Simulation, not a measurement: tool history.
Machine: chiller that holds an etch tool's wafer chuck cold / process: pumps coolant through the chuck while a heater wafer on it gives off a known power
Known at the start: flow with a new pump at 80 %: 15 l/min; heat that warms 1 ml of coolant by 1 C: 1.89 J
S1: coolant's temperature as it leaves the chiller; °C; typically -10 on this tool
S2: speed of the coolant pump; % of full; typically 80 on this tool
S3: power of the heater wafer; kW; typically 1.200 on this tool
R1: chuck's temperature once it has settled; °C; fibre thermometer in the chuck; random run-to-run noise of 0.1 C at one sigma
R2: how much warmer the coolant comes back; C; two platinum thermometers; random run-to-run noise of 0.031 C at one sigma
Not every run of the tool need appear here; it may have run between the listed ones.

run    hour   S1  S2     S3    R1    R2
  1     0.0  -10  80  1.200  -1.7  2.54
  2    44.7  -10  80  1.691   1.9  3.60
  3   110.1  -10  80  1.691   2.0  3.63
  4   150.0  -10  80  1.691   1.9  3.60
  5   226.6  -10  80  1.691   2.0  3.56
  6   316.1   -3  80  1.200   5.3  2.64
  7   397.6  -10  80  0.731  -4.8  1.59
  8   447.5  -10  80  0.731  -5.0  1.64
  9   542.6  -10  80  0.731  -4.8  1.66
 10   605.1  -10  80  0.835  -4.1  1.89
 11   690.8   -4  73  1.657   8.5  4.04
 12   745.3   -7  80  0.770  -1.6  1.79
 13   805.6   -7  80  0.770  -1.6  1.75
 14   859.0  -15  80  1.332  -5.5  3.02
 15   927.6  -15  80  1.332  -5.8  2.99
 16  1010.4  -15  80  1.332  -5.6  3.02
 17  1100.3  -14  80  1.200  -5.8  2.77
 18  1192.1  -19  60  1.235  -7.8  3.78
 19  1238.0  -19  60  1.235  -7.9  3.74
 20  1291.8  -11  93  0.731  -6.6  1.55

A few steps of R2 between consecutive runs. Split each: what settings, incoming material and random variation would produce without the hidden state, and what is left over for the hidden state, along with gauge scatter present in only one of the two compared results (measured, and without hidden state):
Hidden state present: heat passed by the chuck's channels, % of clean ones'; flow at a given pump speed, % of a new pump's; coolant's true temperature over the reading, C; drift of the gauge itself on chuck_c, C; drift of the gauge itself on warmer_back_c, C.
Run 2 -> 3: nothing adjusted, nothing logged. R2 +0.03 C: hidden state +0.02, all else +0.01.
Run 11 -> 12: S1 -4 -> -7, S2 73 -> 80, S3 1.657 -> 0.770. R2 -2.25 C: hidden state +0.00, all else -2.25.
Run 16 -> 17: S1 -15 -> -14, S3 1.332 -> 1.200. R2 -0.25 C: hidden state +0.03, all else -0.28.
Run 19 -> 20: S1 -19 -> -11, S2 60 -> 93, S3 1.235 -> 0.731. R2 -2.19 C: hidden state +0.01, all else -2.20.

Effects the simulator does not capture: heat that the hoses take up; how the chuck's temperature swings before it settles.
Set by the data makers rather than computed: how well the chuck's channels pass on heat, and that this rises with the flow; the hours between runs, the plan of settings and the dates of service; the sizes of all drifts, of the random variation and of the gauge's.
